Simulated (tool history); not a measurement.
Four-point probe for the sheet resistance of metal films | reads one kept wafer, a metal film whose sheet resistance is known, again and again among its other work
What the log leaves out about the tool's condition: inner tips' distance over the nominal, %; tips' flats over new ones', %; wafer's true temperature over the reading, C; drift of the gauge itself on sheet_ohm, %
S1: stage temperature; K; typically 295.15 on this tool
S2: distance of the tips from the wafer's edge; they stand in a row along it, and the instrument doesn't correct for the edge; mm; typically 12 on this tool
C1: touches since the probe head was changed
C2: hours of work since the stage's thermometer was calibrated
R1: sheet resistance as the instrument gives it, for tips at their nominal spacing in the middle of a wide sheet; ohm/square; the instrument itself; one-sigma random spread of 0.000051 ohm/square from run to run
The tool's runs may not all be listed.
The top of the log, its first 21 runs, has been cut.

run	hour	S1	S2	C1	C2	R1
22	1333.1	298.15	12	99036	78	0.253998
23	1401.8	298.15	12	102196	117	0.253961
24	1474.7	298.15	12	105552	158	0.253945
25	1522	298.15	12	107732	185	0.253939
26	1569.8	293.15	60	109932	212	0.253661
27	1637.3	293.15	60	113036	250	0.253573
28	1705.6	300.15	14	116181	289	0.253842
29	1790	306.15	13	120064	336	0.253774
30	1857.2	302.15	12	123159	374	0.253893
31	1911.6	303.15	6	125664	405	0.255023
32	1972.4	295.15	65	128460	439	0.253555
33	2036.1	295.15	5	131394	475	0.255757
34	2118.8	292.15	13	135197	522	0.25386
# hour 2176.4: new probe head fitted
35	2207.5	297.15	70	1432	572	0.253476
36	2261.9	297.15	70	3938	602	0.253508
37	2312.7	295.15	4	6275	631	0.256958
38	2370.9	297.15	68	8954	664	0.253515
39	2442.5	297.15	68	12248	704	0.253482
40	2484.3	297.15	4	14171	728	0.256921
41	2557.3	297.15	4	17534	769	0.256956
42	2610.9	305.15	4	20000	799	0.256845
43	2671.6	307.15	61	22795	834	0.253443
44	2726.2	301.15	7	25308	865	0.254556
45	2815.7	307.15	29	29424	915	0.253479

What if the next run were any one of these 3? Each begins from the tool's condition after run 45:
A	2862.9	301.15	14	31597	942	?
B	2862.9	294.15	16	31597	942	?
C	2862.9	304.15	12	31597	942	?

run	R1
A	0.253742
B	0.253755
C	0.253923
The same runs, with their run-to-run variation unchanged, on a tool lacking any hidden condition would have given:
run	R1
A	0.253707
B	0.25372
C	0.253888
